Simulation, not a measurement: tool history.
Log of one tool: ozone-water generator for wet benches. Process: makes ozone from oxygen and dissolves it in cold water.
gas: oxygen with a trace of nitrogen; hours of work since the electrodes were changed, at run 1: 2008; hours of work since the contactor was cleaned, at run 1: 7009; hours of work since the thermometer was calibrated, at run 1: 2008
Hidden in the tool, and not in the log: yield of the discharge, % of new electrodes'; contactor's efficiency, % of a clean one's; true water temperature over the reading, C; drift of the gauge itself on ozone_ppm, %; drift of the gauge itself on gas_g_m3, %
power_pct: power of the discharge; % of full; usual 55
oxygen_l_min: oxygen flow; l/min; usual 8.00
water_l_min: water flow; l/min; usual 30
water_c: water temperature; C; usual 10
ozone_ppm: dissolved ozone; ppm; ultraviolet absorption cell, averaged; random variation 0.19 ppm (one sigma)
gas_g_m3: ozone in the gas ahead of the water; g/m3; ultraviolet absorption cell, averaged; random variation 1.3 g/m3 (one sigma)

run     day  power_pct  oxygen_l_min  water_l_min  water_c  hours of work since the electrodes were changed  hours of work since the contactor was cleaned  hours of work since the thermometer was calibrated  ozone_ppm  gas_g_m3
  1   0.000         55          8.00           30       10                                             2008                                           7009                                                2008       25.7     224.3
  2   4.833         83          8.00           30       10                                             2121                                           7122                                                2121       34.3     298.0
  3   9.962         55          8.00           30       10                                             2240                                           7241                                                2240       25.8     222.2
  4  14.921         55          8.00           43       10                                             2356                                           7357                                                2356       18.9     222.5
  5  19.917         55         12.70           43       10                                             2473                                           7473                                                2473       19.2     165.9
  6  22.696         55         12.70           43       10                                             2537                                           7538                                                2537       19.0     165.2
  7  26.621         55          8.00           30       10                                             2629                                           7630                                                2629       25.5     220.3
  8  29.988         56          8.00           30       10                                             2708                                           7708                                                2708       25.5     225.1
  9  34.179         55          8.00           30       10                                             2805                                           7806                                                2805       25.1     222.2
 10  37.133         55          8.00           30        5                                             2874                                           7875                                                2874       26.9     221.9
 11  40.046         55          8.00           30        5                                             2942                                           7943                                                2942       27.2     219.2
 12  42.929         55          8.00           30        5                                             3009                                           8010                                                3009       26.9     220.9
 13  47.742         55          8.00           30       10                                             3122                                           8123                                                3122       25.0     219.1
 14  52.838         41          5.77           24        6                                             3241                                           8242                                                3241       25.7     220.0
 15  56.829         87          5.96           43       18                                             3334                                           8335                                                3334       23.2     360.3
 16  61.308         61          8.00           23       11                                             3438                                           8439                                                3438       32.4     234.3
 17  65.646         61          8.00           30       12                                             3539                                           8540                                                3539       26.3     235.8
     68.392  -- water thermometer calibrated
 18  69.000         61          8.00           30       12                                             3617                                           8618                                                  14       26.6     234.4
 19  72.700         61          7.61           30       15                                             3703                                           8704                                                 100       25.3     242.3
 20  77.671         61          7.61           30       15                                             3819                                           8820                                                 216       25.3     241.2
 21  81.304         61          7.61           30       15                                             3904                                           8905                                                 301       25.3     241.2
 22  84.983         88         14.05           38        9                                             3990                                           8991                                                 387       27.9     209.8
 23  87.954         51         14.05           18        9                                             4059                                           9060                                                 456       30.8     145.0
 24  92.258         55          8.00           48        6                                             4160                                           9161                                                 557       17.1     218.1
 25  95.562         42          8.00           26        6                                             4237                                           9238                                                 634       24.1     179.9

5 ways to go on from here, each from the tool as it stands after run 25. What would each give?
  A  99.883         55          8.00           27       10                                             4338                                           9339                                                 735          ?         ?
  B  99.883         82          8.00           46       10                                             4338                                           9339                                                 735          ?         ?
  C  99.883         42          4.27           47        6                                             4338                                           9339                                                 735          ?         ?
  D  99.883         55          5.87           31       16                                             4338                                           9339                                                 735          ?         ?
  E  99.883         42          8.00           26        7                                             4338                                           9339                                                 735          ?         ?

run  ozone_ppm  gas_g_m3
  A       26.9     216.7
  B       22.7     280.3
  C       13.1     267.0
  D       22.5     261.6
  E       24.0     179.6
Without the tool's hidden state the same runs would have given:
run  ozone_ppm  gas_g_m3
  A       30.1     231.1
  B       26.0     305.7
  C       14.6     280.6
  D       25.2     279.0
  E       26.4     188.7

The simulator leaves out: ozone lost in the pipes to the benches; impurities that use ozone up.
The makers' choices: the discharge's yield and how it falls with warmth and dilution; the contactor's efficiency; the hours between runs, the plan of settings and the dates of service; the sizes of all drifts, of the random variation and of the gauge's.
